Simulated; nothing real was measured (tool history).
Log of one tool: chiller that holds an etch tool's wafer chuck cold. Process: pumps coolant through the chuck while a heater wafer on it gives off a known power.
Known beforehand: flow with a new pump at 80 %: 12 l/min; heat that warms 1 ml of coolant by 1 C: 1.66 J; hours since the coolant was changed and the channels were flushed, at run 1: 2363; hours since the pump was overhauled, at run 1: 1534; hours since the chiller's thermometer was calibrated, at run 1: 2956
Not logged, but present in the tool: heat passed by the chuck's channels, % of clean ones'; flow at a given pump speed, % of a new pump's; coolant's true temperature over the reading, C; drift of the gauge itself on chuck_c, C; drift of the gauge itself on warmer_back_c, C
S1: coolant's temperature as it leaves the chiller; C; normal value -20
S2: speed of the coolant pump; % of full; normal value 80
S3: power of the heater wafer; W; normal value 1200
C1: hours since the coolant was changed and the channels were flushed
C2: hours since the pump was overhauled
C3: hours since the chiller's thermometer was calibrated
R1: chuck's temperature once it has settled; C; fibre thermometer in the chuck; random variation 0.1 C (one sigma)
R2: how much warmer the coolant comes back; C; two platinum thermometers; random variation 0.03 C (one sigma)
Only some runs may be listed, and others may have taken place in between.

{"run": 1, "hour": 0.0, "S1": -20, "S2": 80, "S3": 1200, "C1": 2363, "C2": 1534, "C3": 2956, "R1": -11.1, "R2": 3.72}
{"run": 2, "hour": 33.1, "S1": -20, "S2": 67, "S3": 1200, "C1": 2396, "C2": 1567, "C3": 2989, "R1": -9.1, "R2": 4.5}
{"run": 3, "hour": 68.7, "S1": -20, "S2": 80, "S3": 676, "C1": 2431, "C2": 1603, "C3": 3024, "R1": -15.1, "R2": 2.07}
{"run": 4, "hour": 102.3, "S1": -20, "S2": 80, "S3": 1200, "C1": 2465, "C2": 1636, "C3": 3058, "R1": -11.1, "R2": 3.7}
{"run": 5, "hour": 125.2, "S1": -20, "S2": 80, "S3": 1200, "C1": 2488, "C2": 1659, "C3": 3081, "R1": -10.9, "R2": 3.71}
{"run": 6, "hour": 170.2, "S1": -20, "S2": 80, "S3": 719, "C1": 2533, "C2": 1704, "C3": 3126, "R1": -14.9, "R2": 2.22}
{"run": 7, "hour": 211.7, "S1": -20, "S2": 80, "S3": 719, "C1": 2574, "C2": 1746, "C3": 3167, "R1": -14.7, "R2": 2.18}
{"run": 8, "hour": 254.5, "S1": -20, "S2": 80, "S3": 1200, "C1": 2617, "C2": 1789, "C3": 3210, "R1": -10.9, "R2": 3.65}
{"run": 9, "hour": 289.6, "S1": -20, "S2": 80, "S3": 1200, "C1": 2652, "C2": 1824, "C3": 3245, "R1": -11, "R2": 3.74}
{"run": 10, "hour": 321.7, "S1": -20, "S2": 80, "S3": 1200, "C1": 2684, "C2": 1856, "C3": 3277, "R1": -11, "R2": 3.7}
{"run": 11, "hour": 351.4, "S1": -20, "S2": 80, "S3": 827, "C1": 2714, "C2": 1885, "C3": 3307, "R1": -13.9, "R2": 2.57}
{"run": 12, "hour": 380.5, "S1": -20, "S2": 80, "S3": 1096, "C1": 2743, "C2": 1915, "C3": 3336, "R1": -11.8, "R2": 3.39}
{"run": 13, "hour": 406.2, "S1": -20, "S2": 80, "S3": 1096, "C1": 2769, "C2": 1940, "C3": 3362, "R1": -11.9, "R2": 3.32}
{"run": 14, "hour": 439.3, "S1": -20, "S2": 80, "S3": 1458, "C1": 2802, "C2": 1973, "C3": 3395, "R1": -8.9, "R2": 4.5}
{"run": 15, "hour": 477.6, "S1": -20, "S2": 80, "S3": 1458, "C1": 2840, "C2": 2012, "C3": 3433, "R1": -8.8, "R2": 4.51}
{"run": 16, "hour": 506.6, "S1": -20, "S2": 80, "S3": 868, "C1": 2869, "C2": 2041, "C3": 3462, "R1": -13.6, "R2": 2.69}
{"run": 17, "hour": 538.9, "S1": -20, "S2": 80, "S3": 868, "C1": 2902, "C2": 2073, "C3": 3495, "R1": -13.5, "R2": 2.65}
{"run": 18, "hour": 567.6, "S1": -19, "S2": 80, "S3": 937, "C1": 2930, "C2": 2102, "C3": 3523, "R1": -12, "R2": 2.93}
{"run": 19, "hour": 622.0, "S1": -23, "S2": 92, "S3": 643, "C1": 2985, "C2": 2156, "C3": 3578, "R1": -19, "R2": 1.78}
{"run": 20, "hour": 648.4, "S1": -29, "S2": 75, "S3": 931, "C1": 3011, "C2": 2182, "C3": 3604, "R1": -21.4, "R2": 3.09}
{"run": 21, "hour": 681.1, "S1": -18, "S2": 77, "S3": 1200, "C1": 3044, "C2": 2215, "C3": 3637, "R1": -8.5, "R2": 3.87}
{"run": 22, "hour": 736.1, "S1": -19, "S2": 75, "S3": 1068, "C1": 3099, "C2": 2270, "C3": 3692, "R1": -10.3, "R2": 3.62}
{"run": 23, "hour": 762.6, "S1": -19, "S2": 75, "S3": 1068, "C1": 3125, "C2": 2297, "C3": 3718, "R1": -10.3, "R2": 3.59}
{"run": 24, "hour": 793.8, "S1": -27, "S2": 83, "S3": 951, "C1": 3157, "C2": 2328, "C3": 3750, "R1": -20, "R2": 2.91}
{"run": 25, "hour": 844.4, "S1": -11, "S2": 63, "S3": 1632, "C1": 3207, "C2": 2379, "C3": 3800, "R1": 5, "R2": 6.6}
{"run": 26, "hour": 894.4, "S1": -20, "S2": 73, "S3": 1560, "C1": 3257, "C2": 2428, "C3": 3850, "R1": -6.7, "R2": 5.43}
{"run": 27, "hour": 950.7, "S1": -29, "S2": 73, "S3": 806, "C1": 3313, "C2": 2485, "C3": 3906, "R1": -22.3, "R2": 2.78}
{"run": 28, "hour": 975.0, "S1": -29, "S2": 73, "S3": 806, "C1": 3338, "C2": 2509, "C3": 3931, "R1": -22.4, "R2": 2.81}
{"hour": 984.3, "done": "chiller's thermometer calibrated"}
{"run": 29, "hour": 1014.4, "S1": -29, "S2": 69, "S3": 806, "C1": 3376, "C2": 2548, "C3": 30, "R1": -21.3, "R2": 2.94}
{"run": 30, "hour": 1056.1, "S1": -19, "S2": 81, "S3": 1200, "C1": 3418, "C2": 2589, "C3": 72, "R1": -9.3, "R2": 3.7}
{"run": 31, "hour": 1111.3, "S1": -20, "S2": 65, "S3": 1200, "C1": 3473, "C2": 2644, "C3": 127, "R1": -8, "R2": 4.74}

A few steps of R1 between consecutive runs. Split each: what settings, incoming material and random variation would produce without the hidden state, and what is left over for the hidden state, along with gauge scatter present in only one of the two compared results (measured, and without hidden state):
Run 20 -> 21: S1 -29 -> -18, S2 75 -> 77, S3 931 -> 1200. R1 +12.9 C: hidden state +0.3, all else +12.6.
Run 24 -> 25: S1 -27 -> -11, S2 83 -> 63, S3 951 -> 1632. R1 +25 C: hidden state +0.9, all else +24.1.
Run 26 -> 27: S1 -20 -> -29, S3 1560 -> 806. R1 -15.6 C: hidden state -0.7, all else -14.9.
Run 28 -> 29: S2 73 -> 69, chiller's thermometer calibrated. R1 +1.1 C: hidden state +0.6, all else +0.5.
